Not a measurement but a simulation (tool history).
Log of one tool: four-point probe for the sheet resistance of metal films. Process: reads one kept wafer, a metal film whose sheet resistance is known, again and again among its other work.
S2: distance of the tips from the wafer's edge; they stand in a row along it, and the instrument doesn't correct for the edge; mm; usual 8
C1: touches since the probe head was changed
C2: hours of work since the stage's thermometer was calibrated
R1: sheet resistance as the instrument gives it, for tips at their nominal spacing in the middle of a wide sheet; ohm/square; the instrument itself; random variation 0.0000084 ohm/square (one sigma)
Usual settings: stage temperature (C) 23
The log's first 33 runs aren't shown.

{"run": 34, "day": 67.275, "stage temperature (C)": 31, "S2": 7, "C1": 129901, "C2": 1007, "R1": 0.042193}
{"run": 35, "day": 69.9, "stage temperature (C)": 26, "S2": 8, "C1": 132243, "C2": 1048, "R1": 0.042211}
{"run": 36, "day": 71.617, "stage temperature (C)": 24, "S2": 8, "C1": 133774, "C2": 1074, "R1": 0.042241}
{"run": 37, "day": 72.925, "stage temperature (C)": 26, "S2": 3, "C1": 134941, "C2": 1095, "R1": 0.042749}
{"run": 38, "day": 75.067, "stage temperature (C)": 26, "S2": 35, "C1": 136854, "C2": 1128, "R1": 0.042137}
{"run": 39, "day": 76.525, "stage temperature (C)": 29, "S2": 8, "C1": 138154, "C2": 1151, "R1": 0.042184}
{"run": 40, "day": 78.804, "stage temperature (C)": 23, "S2": 4, "C1": 140188, "C2": 1186, "R1": 0.042508}
{"run": 41, "day": 80.9, "stage temperature (C)": 18, "S2": 23, "C1": 142056, "C2": 1219, "R1": 0.042233}
{"run": 42, "day": 82.771, "stage temperature (C)": 19, "S2": 16, "C1": 143725, "C2": 1248, "R1": 0.042241}
{"day": 83.758, "done": "new probe head fitted"}
{"run": 43, "day": 84.779, "stage temperature (C)": 25, "S2": 9, "C1": 910, "C2": 1279, "R1": 0.041982}
{"run": 44, "day": 87.388, "stage temperature (C)": 23, "S2": 10, "C1": 3235, "C2": 1319, "R1": 0.041999}

Forecast each of these 3 alternatives for the next run:
{"run": "A", "day": 89.621, "stage temperature (C)": 24, "S2": 7, "C1": 5228, "C2": 1354, "R1": "?"}
{"run": "B", "day": 89.621, "stage temperature (C)": 31, "S2": 36, "C1": 5228, "C2": 1354, "R1": "?"}
{"run": "C", "day": 89.621, "stage temperature (C)": 23, "S2": 17, "C1": 5228, "C2": 1354, "R1": "?"}

run=A R1=0.042053
run=B R1=0.041856
run=C R1=0.041954
Without the tool's hidden state the same runs would have given:
run=A R1=0.042008
run=B R1=0.04181
run=C R1=0.041909
